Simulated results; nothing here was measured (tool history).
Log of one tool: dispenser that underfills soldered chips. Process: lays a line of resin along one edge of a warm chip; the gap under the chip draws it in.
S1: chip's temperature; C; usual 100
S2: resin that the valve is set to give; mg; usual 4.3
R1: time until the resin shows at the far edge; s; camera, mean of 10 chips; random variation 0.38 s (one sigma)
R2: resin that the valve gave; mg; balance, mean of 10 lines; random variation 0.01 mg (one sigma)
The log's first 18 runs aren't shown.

| run | hour | S1 | S2 | R1 | R2 |
|---|---|---|---|---|---|
|  | 121.8 | new syringe of resin |
| 19 | 123.3 | 106 | 4.08 | 21.7 | 4.06 |
|  | 129.5 | new syringe of resin |
| 20 | 130.9 | 94 | 4.03 | 31.7 | 3.98 |
| 21 | 134.7 | 94 | 4.03 | 37.9 | 3.98 |
|  | 136.8 | stage's temperature calibrated |
|  | 137.9 | new syringe of resin |
| 22 | 142.4 | 109 | 4.06 | 24.1 | 4 |
|  | 145.3 | new syringe of resin |
| 23 | 146.4 | 92 | 4.5 | 31.9 | 4.44 |
| 24 | 150 | 90 | 5.57 | 39.7 | 5.49 |
|  | 152.8 | new syringe of resin |
| 25 | 157.9 | 90 | 5.57 | 40.7 | 5.46 |
|  | 160.3 | new syringe of resin |
| 26 | 162.9 | 89 | 5.17 | 36.5 | 5.06 |
|  | 167.7 | new syringe of resin |
| 27 | 168.1 | 91 | 5.17 | 29.4 | 5.05 |
| 28 | 173.9 | 86 | 4.3 | 51 | 4.21 |
|  | 174.9 | new syringe of resin |
| 29 | 181.1 | 112 | 5.38 | 23.4 | 5.23 |
|  | 182.3 | new syringe of resin |
| 30 | 186.5 | 112 | 4.01 | 20.6 | 3.9 |
|  | 189.6 | new syringe of resin |
| 31 | 193.7 | 111 | 4.05 | 22.7 | 3.9 |
|  | 196.9 | new syringe of resin |
| 32 | 202.4 | 97 | 4.67 | 33.9 | 4.5 |
|  | 204.7 | new syringe of resin |
|  | 206.2 | dispensing valve cleaned and set on the balance |
| 33 | 208.3 | 102 | 4.3 | 25.7 | 4.32 |
| 34 | 211.8 | 108 | 4.32 | 26.7 | 4.33 |

Forecast each of these 4 alternatives for the next run:
|  | 213.2 | new syringe of resin |
|  | 220.6 | new syringe of resin |
| A | 220.6 | 100 | 4.81 | ? | ? |
|  | 213.2 | new syringe of resin |
|  | 220.6 | new syringe of resin |
| B | 220.6 | 89 | 4.3 | ? | ? |
|  | 213.2 | new syringe of resin |
|  | 220.6 | new syringe of resin |
| C | 220.6 | 112 | 4.32 | ? | ? |
|  | 213.2 | new syringe of resin |
|  | 220.6 | new syringe of resin |
| D | 220.6 | 101 | 3.75 | ? | ? |

| run | R1 | R2 |
|---|---|---|
| A | 23.2 | 4.79 |
| B | 32.4 | 4.29 |
| C | 16.5 | 4.31 |
| D | 23.5 | 3.75 |
Without the tool's hidden state the same runs would have given:
| run | R1 | R2 |
|---|---|---|
| A | 23.1 | 4.81 |
| B | 32.2 | 4.3 |
| C | 16.4 | 4.33 |
| D | 23.3 | 3.76 |
